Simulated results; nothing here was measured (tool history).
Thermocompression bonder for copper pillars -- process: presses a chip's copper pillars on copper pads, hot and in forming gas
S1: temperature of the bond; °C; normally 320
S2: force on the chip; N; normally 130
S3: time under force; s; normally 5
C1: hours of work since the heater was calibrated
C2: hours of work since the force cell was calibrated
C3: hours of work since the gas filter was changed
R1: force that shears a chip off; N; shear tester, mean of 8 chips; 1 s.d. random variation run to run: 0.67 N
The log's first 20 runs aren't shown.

run    hour   S1   S2  S3   C1   C2   C3    R1
 21   950.8  320  130   5  307  346  181  42.1
 22    1004  347  130   4  332  371  206  48.3
 23  1066.5  347  130   4  361  401  235  47.1
 24  1132.3  334  103   4  393  432  267  36.8
 25  1192.5  307  176   9  421  460  295  50.9
 26  1249.1  320  160   6  448  487  322  47.6
     1297.5  -- forming gas filter changed
 27  1299.7  300  135  13  472  511    1  50.1
 28  1331.7  293  168  13  487  526   16  51.8
 29  1393.5  293  140   9  517  556   46  41.3
 30  1423.7  340  130   5  531  570   60  51.5
 31  1475.3  320  130   5  555  594   84  41.5
 32  1538.4  299  130  12  585  624  114  45.7
 33  1592.4  330  102   5  611  650  140  40.1
 34  1651.3  330  102   7  639  678  168    45
 35  1687.1  307   98  10  656  695  185  39.5
 36  1725.8  307   98  10  674  714  203  39.1
 37    1793  320   81   9  706  745  235  37.2
     1836.4  -- force cell calibrated
 38  1859.1  296  147   4  737   11  266  28.1
 39  1888.1  322  180   4  751   25  280  43.9

Each row is a separate what-if for the run after 39, all from the same tool condition, not one after another. Results?
  A  1949.5  298  158   4  780  54  309   ?
  B  1949.5  316   97   4  780  54  309   ?
  C  1949.5  322  131   4  780  54  309   ?

run    R1
  A  30.7
  B  27.4
  C  35.6
Without the tool's unlogged condition, the same runs would have read:
run    R1
  A  36.4
  B  32.5
  C  41.9
